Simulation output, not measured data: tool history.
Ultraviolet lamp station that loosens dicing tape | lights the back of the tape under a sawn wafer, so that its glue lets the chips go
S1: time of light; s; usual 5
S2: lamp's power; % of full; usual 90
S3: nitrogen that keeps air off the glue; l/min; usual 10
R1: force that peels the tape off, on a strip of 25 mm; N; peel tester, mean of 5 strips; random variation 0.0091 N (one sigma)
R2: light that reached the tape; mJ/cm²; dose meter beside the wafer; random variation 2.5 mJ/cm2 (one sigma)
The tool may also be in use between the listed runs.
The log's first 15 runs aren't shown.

Run 16, hour 582.2: usual settings. Result: R1 0.604 N, R2 211 mJ/cm².
Run 17, hour 632.5: usual settings but S2 67 % of full. Result: R1 0.958 N, R2 153 mJ/cm².
Run 18, hour 667.1: usual settings but S1 9 s, S2 75 % of full, S3 17 l/min. Result: R1 0.327 N, R2 301 mJ/cm².
Run 19, hour 708.0: usual settings but S1 6 s, S2 75 % of full, S3 17 l/min. Result: R1 0.597 N, R2 197 mJ/cm².
Run 20, hour 732.9: usual settings but S1 6 s, S2 75 % of full, S3 17 l/min. Result: R1 0.619 N, R2 191 mJ/cm².
Run 21, hour 770.0: usual settings but S1 6 s, S2 75 % of full, S3 17 l/min. Result: R1 0.641 N, R2 192 mJ/cm².
Run 22, hour 825.2: usual settings but S1 8 s, S3 8 l/min. Result: R1 0.386 N, R2 300 mJ/cm².
Run 23, hour 849.7: usual settings but S2 96 % of full. Result: R1 0.691 N, R2 192 mJ/cm².
Run 24, hour 896.2: usual settings but S1 4 s, S2 78 % of full, S3 4 l/min. Result: R1 1.394 N, R2 125 mJ/cm².
Run 25, hour 933.7: usual settings but S1 4 s, S2 78 % of full, S3 4 l/min. Result: R1 1.490 N, R2 120 mJ/cm².
Run 26, hour 965.0: usual settings but S1 8 s, S2 85 % of full, S3 13 l/min. Result: R1 0.433 N, R2 256 mJ/cm².
Run 27, hour 1008.0: usual settings but S1 8 s, S2 85 % of full, S3 13 l/min. Result: R1 0.452 N, R2 248 mJ/cm².
Run 28, hour 1041.2: usual settings but S2 88 % of full, S3 9 l/min. Result: R1 0.961 N, R2 155 mJ/cm².
At hour 1054.8: lamp changed.
At hour 1080.1: window cleaned of glue's vapour.
Run 29, hour 1096.7: usual settings but S2 88 % of full, S3 9 l/min. Result: R1 0.415 N, R2 281 mJ/cm².
Run 30, hour 1148.2: usual settings but S2 91 % of full, S3 8 l/min. Result: R1 0.432 N, R2 288 mJ/cm².
Run 31, hour 1196.9: usual settings but S2 91 % of full, S3 8 l/min. Result: R1 0.435 N, R2 279 mJ/cm².
Run 32, hour 1247.0: usual settings but S1 3 s, S2 99 % of full, S3 4 l/min. Result: R1 1.020 N, R2 182 mJ/cm².
Run 33, hour 1291.7: usual settings but S1 3 s, S2 61 % of full, S3 6 l/min. Result: R1 1.522 N, R2 108 mJ/cm².
Run 34, hour 1347.9: usual settings but S1 3 s, S2 65 % of full, S3 18 l/min. Result: R1 1.189 N, R2 111 mJ/cm².

Forecast each of these 3 alternatives for the next run:
Run A, hour 1401.7: usual settings but S3 6 l/min. Result: R1 ?, R2 ?.
Run B, hour 1401.7: usual settings but S1 3 s, S2 65 % of full. Result: R1 ?, R2 ?.
Run C, hour 1401.7: usual settings but S1 6 s, S2 77 % of full, S3 13 l/min. Result: R1 ?, R2 ?.

run     R1   R2
  A  0.559  257
  B  1.388  105
  C  0.433  261
Without the tool's hidden state the same runs would have given:
run     R1   R2
  A  0.442  304
  B  1.179  125
  C  0.345  309

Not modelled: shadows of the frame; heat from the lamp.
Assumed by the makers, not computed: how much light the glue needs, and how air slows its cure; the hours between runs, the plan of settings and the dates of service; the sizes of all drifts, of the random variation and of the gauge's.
